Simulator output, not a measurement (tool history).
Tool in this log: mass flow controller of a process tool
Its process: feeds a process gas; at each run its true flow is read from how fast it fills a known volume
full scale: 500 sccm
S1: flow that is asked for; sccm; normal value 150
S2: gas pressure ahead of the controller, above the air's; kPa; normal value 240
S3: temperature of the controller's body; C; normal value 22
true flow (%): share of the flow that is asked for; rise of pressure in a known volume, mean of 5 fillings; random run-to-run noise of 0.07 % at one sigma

run 1 day=0 | S1=150 S2=240 S3=22 | true_flow_(%)=94.24
run 2 day=21.912 | S1=150 S2=240 S3=22 | true_flow_(%)=93.81
-- day=46.067 controller's zero set anew
run 3 day=46.067 | S1=150 S2=216 S3=22 | true_flow_(%)=96.77
run 4 day=65.296 | S1=150 S2=216 S3=22 | true_flow_(%)=96.68
run 5 day=78.492 | S1=150 S2=240 S3=22 | true_flow_(%)=96.14
run 6 day=90.712 | S1=150 S2=240 S3=22 | true_flow_(%)=96.01
run 7 day=104.625 | S1=150 S2=240 S3=22 | true_flow_(%)=95.71
run 8 day=120.579 | S1=150 S2=240 S3=22 | true_flow_(%)=95.65
run 9 day=144.192 | S1=150 S2=240 S3=22 | true_flow_(%)=95.27
run 10 day=166.075 | S1=150 S2=240 S3=22 | true_flow_(%)=94.98
run 11 day=176.079 | S1=150 S2=240 S3=22 | true_flow_(%)=94.76
run 12 day=199.442 | S1=150 S2=210 S3=22 | true_flow_(%)=94.67
run 13 day=213.988 | S1=150 S2=210 S3=22 | true_flow_(%)=94.28
run 14 day=231.088 | S1=150 S2=210 S3=22 | true_flow_(%)=94.22
run 15 day=254.204 | S1=150 S2=210 S3=22 | true_flow_(%)=93.82
run 16 day=269.967 | S1=150 S2=210 S3=22 | true_flow_(%)=93.56
run 17 day=286.683 | S1=150 S2=192 S3=22 | true_flow_(%)=93.36
run 18 day=310 | S1=150 S2=192 S3=22 | true_flow_(%)=93.15
run 19 day=334.508 | S1=150 S2=192 S3=22 | true_flow_(%)=92.76
run 20 day=355.517 | S1=150 S2=192 S3=22 | true_flow_(%)=92.57
run 21 day=380.046 | S1=150 S2=240 S3=32 | true_flow_(%)=91.04
-- day=390.971 controller's zero set anew
run 22 day=393.667 | S1=150 S2=240 S3=32 | true_flow_(%)=94.28
run 23 day=404.371 | S1=170 S2=240 S3=32 | true_flow_(%)=94.25
-- day=416.067 controller exchanged for a calibrated one
run 24 day=424.975 | S1=170 S2=240 S3=32 | true_flow_(%)=97.45
run 25 day=444.012 | S1=64 S2=143 S3=28 | true_flow_(%)=96.99
run 26 day=466.338 | S1=64 S2=143 S3=22 | true_flow_(%)=96.78
run 27 day=486.542 | S1=64 S2=143 S3=22 | true_flow_(%)=96.25
run 28 day=497.246 | S1=317 S2=192 S3=22 | true_flow_(%)=98.65
run 29 day=512.612 | S1=317 S2=192 S3=22 | true_flow_(%)=98.61
run 30 day=528.525 | S1=257 S2=274 S3=36 | true_flow_(%)=96.42
run 31 day=552.554 | S1=150 S2=155 S3=22 | true_flow_(%)=96.75
run 32 day=564.567 | S1=328 S2=161 S3=23 | true_flow_(%)=98.19
run 33 day=588.792 | S1=328 S2=161 S3=23 | true_flow_(%)=97.92
run 34 day=609.079 | S1=150 S2=240 S3=32 | true_flow_(%)=94.7
run 35 day=627.804 | S1=104 S2=240 S3=30 | true_flow_(%)=93.56
run 36 day=645.671 | S1=104 S2=240 S3=30 | true_flow_(%)=93.14
run 37 day=661.875 | S1=327 S2=188 S3=32 | true_flow_(%)=96.52
run 38 day=686.117 | S1=327 S2=249 S3=32 | true_flow_(%)=95.97
run 39 day=700.312 | S1=150 S2=240 S3=33 | true_flow_(%)=93.32
run 40 day=711.696 | S1=54 S2=240 S3=24 | true_flow_(%)=88.21
run 41 day=732.658 | S1=54 S2=240 S3=24 | true_flow_(%)=87.57
run 42 day=744.533 | S1=400 S2=199 S3=33 | true_flow_(%)=96.18
run 43 day=755.292 | S1=400 S2=199 S3=33 | true_flow_(%)=96.19
-- day=760.738 controller's zero set anew
run 44 day=776.238 | S1=400 S2=159 S3=29 | true_flow_(%)=97.72
run 45 day=794.788 | S1=400 S2=159 S3=29 | true_flow_(%)=97.75
run 46 day=807.112 | S1=400 S2=159 S3=29 | true_flow_(%)=97.59
run 47 day=818.333 | S1=493 S2=168 S3=35 | true_flow_(%)=97.42

Below are 4 alternative next runs, each starting from the tool's condition after run 47. Predict each:
run A day=842.825 | S1=454 S2=209 S3=22 | true_flow_(%)=?
run B day=842.825 | S1=52 S2=205 S3=34 | true_flow_(%)=?
run C day=842.825 | S1=266 S2=168 S3=21 | true_flow_(%)=?
run D day=842.825 | S1=65 S2=240 S3=22 | true_flow_(%)=?

run=A true_flow_(%)=98.09
run=B true_flow_(%)=92.45
run=C true_flow_(%)=97.13
run=D true_flow_(%)=93.93
Stripped of hidden state, with their random variation kept, the same runs would have yielded:
run=A true_flow_(%)=100.11
run=B true_flow_(%)=96.88
run=C true_flow_(%)=99.37
run=D true_flow_(%)=97.81
